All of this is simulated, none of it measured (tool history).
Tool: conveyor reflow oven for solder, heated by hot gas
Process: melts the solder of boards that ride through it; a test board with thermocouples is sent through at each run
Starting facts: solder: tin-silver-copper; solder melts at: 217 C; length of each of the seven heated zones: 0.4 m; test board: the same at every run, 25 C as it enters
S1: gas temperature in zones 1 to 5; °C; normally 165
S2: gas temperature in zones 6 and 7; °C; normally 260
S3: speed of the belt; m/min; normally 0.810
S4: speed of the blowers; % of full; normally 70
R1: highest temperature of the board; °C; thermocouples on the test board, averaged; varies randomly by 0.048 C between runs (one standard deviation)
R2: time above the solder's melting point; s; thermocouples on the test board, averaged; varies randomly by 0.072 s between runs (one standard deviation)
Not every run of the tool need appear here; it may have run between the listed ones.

| run | day | S1 | S2 | S3 | S4 | R1 | R2 |
|---|---|---|---|---|---|---|---|
| 1 | 0.000 | 165 | 260 | 0.810 | 70 | 244.24 | 37.25 |
| 2 | 1.025 | 165 | 268 | 0.810 | 70 | 251.19 | 41.55 |
| 3 | 2.938 | 165 | 260 | 0.942 | 70 | 238.73 | 26.78 |
| 4 | 4.988 | 165 | 260 | 0.942 | 70 | 238.47 | 26.56 |
| 5 | 6.350 | 165 | 260 | 0.942 | 70 | 238.36 | 26.58 |
|  | 6.833 | flux residue cleaned out of gas plates and filters |
| 6 | 8.583 | 165 | 260 | 0.942 | 70 | 239.36 | 27.53 |
| 7 | 9.954 | 165 | 260 | 0.942 | 70 | 239.20 | 27.47 |
| 8 | 11.204 | 165 | 265 | 0.683 | 70 | 253.85 | 52.76 |
| 9 | 12.538 | 165 | 267 | 0.810 | 70 | 250.49 | 41.32 |
| 10 | 14.408 | 169 | 262 | 0.796 | 70 | 247.19 | 41.14 |
|  | 15.192 | flux residue cleaned out of gas plates and filters |
| 11 | 15.858 | 174 | 262 | 0.889 | 83 | 248.20 | 38.75 |
| 12 | 17.779 | 174 | 262 | 0.889 | 83 | 247.97 | 38.78 |
| 13 | 18.988 | 157 | 271 | 0.809 | 72 | 253.78 | 41.54 |
| 14 | 21.100 | 151 | 260 | 0.842 | 83 | 243.80 | 33.06 |

Here are 5 independent what-if runs from the current tool condition. What would each one return?
| A | 23.088 | 166 | 260 | 0.859 | 70 | ? | ? |
| B | 23.088 | 153 | 260 | 0.810 | 75 | ? | ? |
| C | 23.088 | 158 | 260 | 0.842 | 53 | ? | ? |
| D | 23.088 | 165 | 260 | 0.792 | 70 | ? | ? |
| E | 23.088 | 151 | 260 | 0.799 | 69 | ? | ? |

| run | R1 | R2 |
|---|---|---|
| A | 242.64 | 33.81 |
| B | 243.46 | 34.32 |
| C | 236.58 | 26.53 |
| D | 245.12 | 39.10 |
| E | 242.09 | 33.16 |
The same runs, with their run-to-run variation unchanged, on a tool lacking any hidden condition would have given:
| run | R1 | R2 |
|---|---|---|
| A | 242.77 | 33.75 |
| B | 243.64 | 34.32 |
| C | 236.56 | 26.38 |
| D | 245.18 | 38.94 |
| E | 242.23 | 33.13 |
